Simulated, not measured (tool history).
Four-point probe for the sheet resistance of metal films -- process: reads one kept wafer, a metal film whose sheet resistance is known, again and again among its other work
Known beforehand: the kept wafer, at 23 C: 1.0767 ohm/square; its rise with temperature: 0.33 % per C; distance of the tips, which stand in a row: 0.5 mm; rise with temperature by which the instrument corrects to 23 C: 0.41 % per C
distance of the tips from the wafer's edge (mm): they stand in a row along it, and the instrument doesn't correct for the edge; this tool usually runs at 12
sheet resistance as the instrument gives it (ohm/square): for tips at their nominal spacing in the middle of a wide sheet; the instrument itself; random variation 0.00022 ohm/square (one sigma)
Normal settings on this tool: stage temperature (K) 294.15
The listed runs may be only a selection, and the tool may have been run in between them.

run,hour,stage temperature (K),distance of the tips from the wafer's edge (mm),sheet resistance as the instrument gives it (ohm/square)
1,0,294.15,12,1.06991
2,91.4,294.15,6,1.072656
3,154.8,294.15,12,1.069012
4,253.7,294.15,5,1.073723
5,318.7,294.15,10,1.068996
6,424.9,294.15,12,1.067901
# hour 488.6: stage's thermometer calibrated
7,488.6,294.15,12,1.067428
8,591.4,294.15,12,1.06683
9,678.6,294.15,12,1.066763
10,784.3,294.15,12,1.066593
# hour 863: stage's thermometer calibrated, once more
11,903.4,294.15,12,1.069578
12,978.4,294.15,12,1.069512
13,1034.1,300.15,12,1.064524
14,1151.5,301.15,34,1.06208
15,1264.7,301.15,34,1.062255
16,1340.3,293.15,12,1.06885
17,1406.4,293.15,12,1.068774
18,1522.5,300.15,12,1.062843
19,1620,302.15,23,1.060261
20,1734.8,300.15,14,1.061947
21,1839.3,295.15,67,1.064553
22,1913.6,306.15,11,1.057091
23,2025.6,306.15,44,1.055609
24,2113.9,300.15,3,1.075018
# hour 2132.1: new probe head fitted
25,2240.3,300.15,3,1.087991
26,2302.3,308.15,8,1.067926

What if the next run were any one of these 4? Each begins from the tool's condition after run 26:
A,2374.8,305.15,12,?
B,2374.8,300.15,49,?
C,2374.8,300.15,4,?
D,2374.8,305.15,13,?

run,sheet resistance as the instrument gives it (ohm/square)
A,1.068821
B,1.07149
C,1.080221
D,1.068513
The same runs, with their run-to-run variation unchanged, on a tool lacking any hidden condition would have given:
run,sheet resistance as the instrument gives it (ohm/square)
A,1.070881
B,1.073572
C,1.082319
D,1.070573

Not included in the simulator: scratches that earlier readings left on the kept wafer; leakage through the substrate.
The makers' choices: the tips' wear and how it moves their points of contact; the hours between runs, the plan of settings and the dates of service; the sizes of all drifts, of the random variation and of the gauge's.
